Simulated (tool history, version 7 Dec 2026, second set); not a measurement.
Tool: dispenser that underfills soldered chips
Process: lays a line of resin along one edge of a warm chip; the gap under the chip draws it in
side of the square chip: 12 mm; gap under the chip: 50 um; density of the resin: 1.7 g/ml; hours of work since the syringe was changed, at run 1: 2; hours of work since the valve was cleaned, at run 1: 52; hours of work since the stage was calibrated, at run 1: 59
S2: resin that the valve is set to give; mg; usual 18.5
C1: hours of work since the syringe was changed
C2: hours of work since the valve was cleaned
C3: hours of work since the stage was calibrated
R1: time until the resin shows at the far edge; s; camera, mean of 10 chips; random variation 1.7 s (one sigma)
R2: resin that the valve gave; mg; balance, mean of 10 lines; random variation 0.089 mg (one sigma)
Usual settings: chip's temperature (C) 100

{"run": 1, "hour": 0.0, "chip's temperature (C)": 100, "S2": 18.5, "C1": 2, "C2": 52, "C3": 59, "R1": 179.8, "R2": 17.55}
{"run": 2, "hour": 5.9, "chip's temperature (C)": 100, "S2": 18.5, "C1": 6, "C2": 56, "C3": 63, "R1": 217.0, "R2": 17.55}
{"hour": 11.4, "done": "new syringe of resin"}
{"run": 3, "hour": 12.6, "chip's temperature (C)": 100, "S2": 18.5, "C1": 1, "C2": 60, "C3": 67, "R1": 172.6, "R2": 17.37}
{"run": 4, "hour": 18.6, "chip's temperature (C)": 100, "S2": 18.5, "C1": 5, "C2": 64, "C3": 71, "R1": 206.0, "R2": 17.41}
{"hour": 25.0, "done": "new syringe of resin"}
{"run": 5, "hour": 26.4, "chip's temperature (C)": 100, "S2": 18.5, "C1": 1, "C2": 69, "C3": 76, "R1": 172.8, "R2": 17.32}
{"run": 6, "hour": 32.7, "chip's temperature (C)": 103, "S2": 19.5, "C1": 5, "C2": 73, "C3": 80, "R1": 178.9, "R2": 18.25}
{"run": 7, "hour": 38.0, "chip's temperature (C)": 95, "S2": 16.7, "C1": 9, "C2": 77, "C3": 83, "R1": 315.7, "R2": 15.47}

Run 8 comes next. What will it give?
{"hour": 38.8, "done": "new syringe of resin"}
{"run": 8, "hour": 45.4, "chip's temperature (C)": 95, "S2": 16.7, "C1": 4, "C2": 82, "C3": 88, "R1": "?", "R2": "?"}

Run 8 gave R1 267.3 s, R2 15.58 mg.
Without the tool's hidden state the same run would have given R1 213.8 s, R2 16.85 mg.
